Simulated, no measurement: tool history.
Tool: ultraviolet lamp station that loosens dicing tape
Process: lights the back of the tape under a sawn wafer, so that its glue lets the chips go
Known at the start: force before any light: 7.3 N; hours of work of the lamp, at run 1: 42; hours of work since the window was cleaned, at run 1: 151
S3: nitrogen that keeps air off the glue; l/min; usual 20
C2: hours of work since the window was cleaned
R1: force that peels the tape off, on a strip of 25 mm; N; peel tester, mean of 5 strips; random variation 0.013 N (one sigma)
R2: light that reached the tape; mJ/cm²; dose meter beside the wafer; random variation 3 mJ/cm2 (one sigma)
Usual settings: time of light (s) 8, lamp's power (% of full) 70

run 1 hour=0 | time_of_light_(s)=8 lamp's_power_(%_of_full)=70 S3=20 | hours_of_work_of_the_lamp=42 C2=151 | R1=0.691 R2=423
run 2 hour=10 | time_of_light_(s)=8 lamp's_power_(%_of_full)=61 S3=20 | hours_of_work_of_the_lamp=49 C2=158 | R1=0.891 R2=369
run 3 hour=22.4 | time_of_light_(s)=8 lamp's_power_(%_of_full)=61 S3=20 | hours_of_work_of_the_lamp=57 C2=166 | R1=0.931 R2=362
run 4 hour=29.4 | time_of_light_(s)=8 lamp's_power_(%_of_full)=61 S3=20 | hours_of_work_of_the_lamp=61 C2=171 | R1=0.865 R2=361
run 5 hour=35.2 | time_of_light_(s)=8 lamp's_power_(%_of_full)=61 S3=20 | hours_of_work_of_the_lamp=65 C2=174 | R1=0.875 R2=362
run 6 hour=46.4 | time_of_light_(s)=7 lamp's_power_(%_of_full)=70 S3=20 | hours_of_work_of_the_lamp=72 C2=182 | R1=0.919 R2=363
run 7 hour=52.4 | time_of_light_(s)=9 lamp's_power_(%_of_full)=70 S3=20 | hours_of_work_of_the_lamp=76 C2=186 | R1=0.54 R2=463
run 8 hour=58.9 | time_of_light_(s)=9 lamp's_power_(%_of_full)=70 S3=20 | hours_of_work_of_the_lamp=81 C2=190 | R1=0.54 R2=464
run 9 hour=69.6 | time_of_light_(s)=8 lamp's_power_(%_of_full)=70 S3=20 | hours_of_work_of_the_lamp=88 C2=197 | R1=0.68 R2=412
run 10 hour=75.3 | time_of_light_(s)=8 lamp's_power_(%_of_full)=70 S3=20 | hours_of_work_of_the_lamp=91 C2=201 | R1=0.681 R2=412
run 11 hour=89.1 | time_of_light_(s)=8 lamp's_power_(%_of_full)=70 S3=28 | hours_of_work_of_the_lamp=100 C2=210 | R1=0.571 R2=411
run 12 hour=100.7 | time_of_light_(s)=8 lamp's_power_(%_of_full)=95 S3=28 | hours_of_work_of_the_lamp=108 C2=217 | R1=0.275 R2=555
run 13 hour=110.6 | time_of_light_(s)=8 lamp's_power_(%_of_full)=95 S3=28 | hours_of_work_of_the_lamp=115 C2=224 | R1=0.272 R2=553
run 14 hour=119.5 | time_of_light_(s)=8 lamp's_power_(%_of_full)=95 S3=28 | hours_of_work_of_the_lamp=120 C2=230 | R1=0.276 R2=548
run 15 hour=132.1 | time_of_light_(s)=8 lamp's_power_(%_of_full)=95 S3=28 | hours_of_work_of_the_lamp=129 C2=238 | R1=0.28 R2=552
run 16 hour=144.1 | time_of_light_(s)=8 lamp's_power_(%_of_full)=70 S3=33 | hours_of_work_of_the_lamp=136 C2=246 | R1=0.499 R2=406
run 17 hour=153.3 | time_of_light_(s)=8 lamp's_power_(%_of_full)=70 S3=33 | hours_of_work_of_the_lamp=143 C2=252 | R1=0.509 R2=401
run 18 hour=164.6 | time_of_light_(s)=8 lamp's_power_(%_of_full)=70 S3=33 | hours_of_work_of_the_lamp=150 C2=259 | R1=0.51 R2=402
run 19 hour=176.5 | time_of_light_(s)=8 lamp's_power_(%_of_full)=70 S3=33 | hours_of_work_of_the_lamp=158 C2=267 | R1=0.521 R2=397
run 20 hour=187.6 | time_of_light_(s)=8 lamp's_power_(%_of_full)=70 S3=33 | hours_of_work_of_the_lamp=165 C2=274 | R1=0.519 R2=392
run 21 hour=201.5 | time_of_light_(s)=8 lamp's_power_(%_of_full)=70 S3=33 | hours_of_work_of_the_lamp=174 C2=284 | R1=0.529 R2=397
run 22 hour=212.9 | time_of_light_(s)=8 lamp's_power_(%_of_full)=70 S3=20 | hours_of_work_of_the_lamp=182 C2=291 | R1=0.767 R2=394
run 23 hour=224.4 | time_of_light_(s)=12 lamp's_power_(%_of_full)=70 S3=6 | hours_of_work_of_the_lamp=189 C2=299 | R1=0.953 R2=590
run 24 hour=231.2 | time_of_light_(s)=13 lamp's_power_(%_of_full)=80 S3=8 | hours_of_work_of_the_lamp=194 C2=303 | R1=0.486 R2=733
run 25 hour=242.7 | time_of_light_(s)=13 lamp's_power_(%_of_full)=64 S3=8 | hours_of_work_of_the_lamp=201 C2=311 | R1=0.773 R2=586
run 26 hour=256 | time_of_light_(s)=13 lamp's_power_(%_of_full)=64 S3=8 | hours_of_work_of_the_lamp=210 C2=319 | R1=0.805 R2=576
run 27 hour=262.4 | time_of_light_(s)=4 lamp's_power_(%_of_full)=65 S3=10 | hours_of_work_of_the_lamp=214 C2=323 | R1=3.406 R2=180
run 28 hour=273 | time_of_light_(s)=6 lamp's_power_(%_of_full)=83 S3=9 | hours_of_work_of_the_lamp=221 C2=330 | R1=1.756 R2=344
run 29 hour=287 | time_of_light_(s)=5 lamp's_power_(%_of_full)=79 S3=8 | hours_of_work_of_the_lamp=230 C2=340 | R1=2.428 R2=275
run 30 hour=297.5 | time_of_light_(s)=5 lamp's_power_(%_of_full)=79 S3=8 | hours_of_work_of_the_lamp=237 C2=346 | R1=2.559 R2=269
run 31 hour=305.8 | time_of_light_(s)=5 lamp's_power_(%_of_full)=79 S3=8 | hours_of_work_of_the_lamp=243 C2=352 | R1=2.438 R2=271
run 32 hour=316.1 | time_of_light_(s)=5 lamp's_power_(%_of_full)=79 S3=18 | hours_of_work_of_the_lamp=249 C2=359 | R1=1.644 R2=267
run 33 hour=329.8 | time_of_light_(s)=13 lamp's_power_(%_of_full)=87 S3=27 | hours_of_work_of_the_lamp=258 C2=368 | R1=0.156 R2=768
run 34 hour=337.8 | time_of_light_(s)=8 lamp's_power_(%_of_full)=91 S3=20 | hours_of_work_of_the_lamp=263 C2=373 | R1=0.475 R2=495
run 35 hour=345.9 | time_of_light_(s)=5 lamp's_power_(%_of_full)=70 S3=12 | hours_of_work_of_the_lamp=269 C2=378 | R1=2.343 R2=235
run 36 hour=353.9 | time_of_light_(s)=10 lamp's_power_(%_of_full)=70 S3=12 | hours_of_work_of_the_lamp=274 C2=383 | R1=0.809 R2=474
run 37 hour=367.8 | time_of_light_(s)=8 lamp's_power_(%_of_full)=91 S3=37 | hours_of_work_of_the_lamp=283 C2=393 | R1=0.283 R2=492
run 38 hour=379.7 | time_of_light_(s)=8 lamp's_power_(%_of_full)=91 S3=37 | hours_of_work_of_the_lamp=291 C2=400 | R1=0.279 R2=485
run 39 hour=387.6 | time_of_light_(s)=6 lamp's_power_(%_of_full)=70 S3=20 | hours_of_work_of_the_lamp=296 C2=406 | R1=1.455 R2=277
run 40 hour=398.5 | time_of_light_(s)=6 lamp's_power_(%_of_full)=70 S3=20 | hours_of_work_of_the_lamp=303 C2=413 | R1=1.407 R2=284
run 41 hour=404.9 | time_of_light_(s)=6 lamp's_power_(%_of_full)=70 S3=20 | hours_of_work_of_the_lamp=307 C2=417 | R1=1.495 R2=279
run 42 hour=415.8 | time_of_light_(s)=10 lamp's_power_(%_of_full)=97 S3=20 | hours_of_work_of_the_lamp=315 C2=424 | R1=0.258 R2=648
run 43 hour=425.2 | time_of_light_(s)=15 lamp's_power_(%_of_full)=90 S3=33 | hours_of_work_of_the_lamp=321 C2=430 | R1=0.119 R2=885

5 ways to go on from here, each from the tool as it stands after run 43. What would each give?
run A hour=434.7 | time_of_light_(s)=5 lamp's_power_(%_of_full)=90 S3=6 | hours_of_work_of_the_lamp=327 C2=436 | R1=? R2=?
run B hour=434.7 | time_of_light_(s)=8 lamp's_power_(%_of_full)=65 S3=39 | hours_of_work_of_the_lamp=327 C2=436 | R1=? R2=?
run C hour=434.7 | time_of_light_(s)=15 lamp's_power_(%_of_full)=76 S3=33 | hours_of_work_of_the_lamp=327 C2=436 | R1=? R2=?
run D hour=434.7 | time_of_light_(s)=11 lamp's_power_(%_of_full)=98 S3=25 | hours_of_work_of_the_lamp=327 C2=436 | R1=? R2=?
run E hour=434.7 | time_of_light_(s)=8 lamp's_power_(%_of_full)=90 S3=33 | hours_of_work_of_the_lamp=327 C2=436 | R1=? R2=?

run=A R1=2.574 R2=293
run=B R1=0.632 R2=341
run=C R1=0.146 R2=745
run=D R1=0.179 R2=710
run=E R1=0.357 R2=472
Without the tool's hidden state the same runs would have given:
run=A R1=2.062 R2=358
run=B R1=0.406 R2=415
run=C R1=0.125 R2=907
run=D R1=0.137 R2=864
run=E R1=0.234 R2=575
